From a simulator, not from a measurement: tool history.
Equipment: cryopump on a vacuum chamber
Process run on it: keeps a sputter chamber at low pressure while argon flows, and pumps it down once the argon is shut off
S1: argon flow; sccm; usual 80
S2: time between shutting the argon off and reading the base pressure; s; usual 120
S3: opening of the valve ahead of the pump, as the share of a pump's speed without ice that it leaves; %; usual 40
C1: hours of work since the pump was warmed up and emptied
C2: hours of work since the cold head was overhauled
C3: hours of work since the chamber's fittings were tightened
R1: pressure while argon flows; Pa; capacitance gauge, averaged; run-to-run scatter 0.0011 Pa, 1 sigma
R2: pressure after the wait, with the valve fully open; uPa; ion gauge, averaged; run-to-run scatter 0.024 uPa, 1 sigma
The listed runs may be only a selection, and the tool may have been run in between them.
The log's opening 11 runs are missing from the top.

run,day,S1,S2,S3,C1,C2,C3,R1,R2
12,9.212,80,120,40,956,956,503,0.2772,1.58
13,10.188,80,120,40,975,975,522,0.2802,1.59
14,11.033,80,120,40,992,992,538,0.2814,1.56
15,11.879,80,120,40,1008,1008,555,0.2799,1.59
16,12.721,80,273,40,1025,1025,572,0.2798,1.21
17,13.321,80,120,40,1037,1037,584,0.2849,1.61
18,14.05,80,120,40,1051,1051,598,0.2843,1.69
19,14.675,80,213,49,1063,1063,610,0.2404,1.4
20,15.129,80,213,49,1072,1072,619,0.2421,1.36
21,15.962,47,201,28,1089,1089,635,0.2285,1.43
22,16.417,47,159,42,1098,1098,644,0.1623,1.57
23,17.233,47,159,42,1114,1114,660,0.1629,1.56
24,18.271,47,159,42,1134,1134,681,0.1619,1.65
25,18.858,47,159,42,1146,1146,693,0.1629,1.72
26,19.738,47,159,42,1163,1163,710,0.1637,1.68
27,20.488,34,120,49,1178,1178,724,0.1057,1.86
# day 20.992: pump warmed up, emptied and cooled again
28,21.225,34,71,16,5,1188,735,0.2538,1.99
29,22.108,34,71,16,22,1206,752,0.2521,1.99
30,22.746,34,71,16,34,1218,765,0.2572,2.01
31,23.217,159,77,35,44,1227,774,0.5533,1.89
32,23.692,159,77,35,53,1237,783,0.55,1.88
33,24.529,33,257,32,70,1253,800,0.1245,1.13
34,25.254,33,257,32,84,1268,814,0.126,1.19
35,26.179,33,257,32,102,1286,832,0.1253,1.18

Here are 3 independent what-if runs from the current tool condition. What would each one return?
A,26.696,90,120,40,112,1296,843,?,?
B,26.696,110,257,32,112,1296,843,?,?
C,26.696,80,44,45,112,1296,843,?,?

run,R1,R2
A,0.2741,1.57
B,0.4174,1.2
C,0.218,2.89
Without the tool's hidden state the same runs would have given:
run,R1,R2
A,0.268,0.93
B,0.4099,0.55
C,0.2125,2.23

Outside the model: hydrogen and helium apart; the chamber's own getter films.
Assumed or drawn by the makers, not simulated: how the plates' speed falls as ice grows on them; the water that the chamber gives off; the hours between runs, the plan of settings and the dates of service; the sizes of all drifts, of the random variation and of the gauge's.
